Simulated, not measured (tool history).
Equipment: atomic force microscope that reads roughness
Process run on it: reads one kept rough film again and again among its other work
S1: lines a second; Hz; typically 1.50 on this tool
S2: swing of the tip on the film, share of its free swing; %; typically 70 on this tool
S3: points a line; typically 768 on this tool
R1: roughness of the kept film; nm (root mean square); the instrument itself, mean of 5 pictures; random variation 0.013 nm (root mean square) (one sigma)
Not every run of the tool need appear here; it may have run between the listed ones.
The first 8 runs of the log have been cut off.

At hour 513.0: new tip fitted.
Run 9, hour 527.3: usual settings. Result: R1 2.969 nm (root mean square).
At hour 555.7: new tip fitted.
At hour 605.2: new tip fitted.
Run 10, hour 610.9: usual settings. Result: R1 2.961 nm (root mean square).
At hour 650.4: new tip fitted.
At hour 692.8: new tip fitted.
Run 11, hour 697.3: usual settings. Result: R1 2.961 nm (root mean square).
At hour 738.5: new tip fitted.
Run 12, hour 745.6: usual settings. Result: R1 2.947 nm (root mean square).
At hour 784.4: new tip fitted.
At hour 827.3: new tip fitted.
Run 13, hour 835.0: usual settings. Result: R1 2.976 nm (root mean square).
At hour 870.5: new tip fitted.
Run 14, hour 875.8: usual settings. Result: R1 2.964 nm (root mean square).
At hour 915.0: new tip fitted.
Run 15, hour 951.9: usual settings. Result: R1 2.906 nm (root mean square).
At hour 960.3: new tip fitted.
Run 16, hour 990.3: usual settings. Result: R1 2.899 nm (root mean square).
At hour 1006.7: new tip fitted.
At hour 1055.9: new tip fitted.
Run 17, hour 1076.8: usual settings. Result: R1 2.929 nm (root mean square).
At hour 1105.0: new tip fitted.
Run 18, hour 1127.2: usual settings. Result: R1 2.930 nm (root mean square).
At hour 1148.7: new tip fitted.
At hour 1196.2: new tip fitted.
Run 19, hour 1217.5: usual settings but S3 279. Result: R1 2.907 nm (root mean square).
At hour 1242.8: new tip fitted.
Run 20, hour 1268.1: usual settings but S1 1.51 Hz. Result: R1 2.897 nm (root mean square).
At hour 1285.0: new tip fitted.
At hour 1331.6: new tip fitted.
Run 21, hour 1357.7: usual settings but S1 1.51 Hz. Result: R1 2.891 nm (root mean square).
At hour 1374.8: new tip fitted.
At hour 1417.0: new tip fitted.
Run 22, hour 1422.3: usual settings but S1 1.51 Hz. Result: R1 2.928 nm (root mean square).
At hour 1461.8: new tip fitted.
Run 23, hour 1461.8: usual settings but S1 1.51 Hz. Result: R1 2.945 nm (root mean square).

What will run 24 give?
At hour 1507.9: new tip fitted.
Run 24, hour 1534.4: usual settings but S1 1.51 Hz. Result: R1 ?.

R1: 2.909 nm (root mean square)
With the hidden condition absent and the run-to-run variation left alone, this run would have shown R1 3.016 nm (root mean square).
